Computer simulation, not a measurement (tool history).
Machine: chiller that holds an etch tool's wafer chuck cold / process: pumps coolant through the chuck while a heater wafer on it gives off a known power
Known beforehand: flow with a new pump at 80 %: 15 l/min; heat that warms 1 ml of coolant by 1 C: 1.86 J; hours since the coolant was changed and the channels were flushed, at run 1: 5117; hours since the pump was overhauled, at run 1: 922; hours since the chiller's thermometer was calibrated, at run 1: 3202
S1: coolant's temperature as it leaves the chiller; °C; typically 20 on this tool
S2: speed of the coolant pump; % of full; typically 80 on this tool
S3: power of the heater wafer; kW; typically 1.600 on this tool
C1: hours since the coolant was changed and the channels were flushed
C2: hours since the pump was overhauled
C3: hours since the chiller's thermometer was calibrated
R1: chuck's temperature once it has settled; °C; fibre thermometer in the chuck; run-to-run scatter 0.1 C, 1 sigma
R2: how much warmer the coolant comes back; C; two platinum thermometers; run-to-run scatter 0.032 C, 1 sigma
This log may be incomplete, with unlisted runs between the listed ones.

Run 1, hour 0.0: usual settings; C1 5117; C2 922; C3 3202. Result: R1 30.8 °C, R2 3.43 C.
Run 2, hour 65.1: usual settings but S1 22 °C; C1 5182; C2 987; C3 3267. Result: R1 32.8 °C, R2 3.40 C.
Run 3, hour 116.5: usual settings but S3 1.898 kW; C1 5233; C2 1038; C3 3319. Result: R1 32.8 °C, R2 4.10 C.
Run 4, hour 168.1: usual settings but S3 1.898 kW; C1 5285; C2 1090; C3 3370. Result: R1 32.9 °C, R2 4.06 C.
Run 5, hour 209.9: usual settings but S3 1.898 kW; C1 5327; C2 1132; C3 3412. Result: R1 32.9 °C, R2 4.08 C.
Run 6, hour 279.1: usual settings but S3 1.898 kW; C1 5396; C2 1201; C3 3481. Result: R1 32.9 °C, R2 4.08 C.
Run 7, hour 339.7: usual settings but S2 86 % of full; C1 5456; C2 1262; C3 3542. Result: R1 30.6 °C, R2 3.20 C.
Run 8, hour 410.5: usual settings but S2 86 % of full; C1 5527; C2 1332; C3 3613. Result: R1 30.6 °C, R2 3.14 C.
Run 9, hour 447.2: usual settings but S2 71 % of full; C1 5564; C2 1369; C3 3650. Result: R1 31.6 °C, R2 3.94 C.
Run 10, hour 496.5: usual settings but S1 30 °C, S2 82 % of full; C1 5613; C2 1418; C3 3699. Result: R1 40.6 °C, R2 3.40 C.

Predict the results of run 11:
Run 11, hour 541.4: usual settings but S1 29 °C, S3 0.920 kW; C1 5658; C2 1463; C3 3744. Result: R1 ?, R2 ?.

{"run 11": {"R1": 35.1, "R2": 1.97}}
Had the tool carried no hidden state, the very same run would have given R1 35.1 °C, R2 1.97 C.
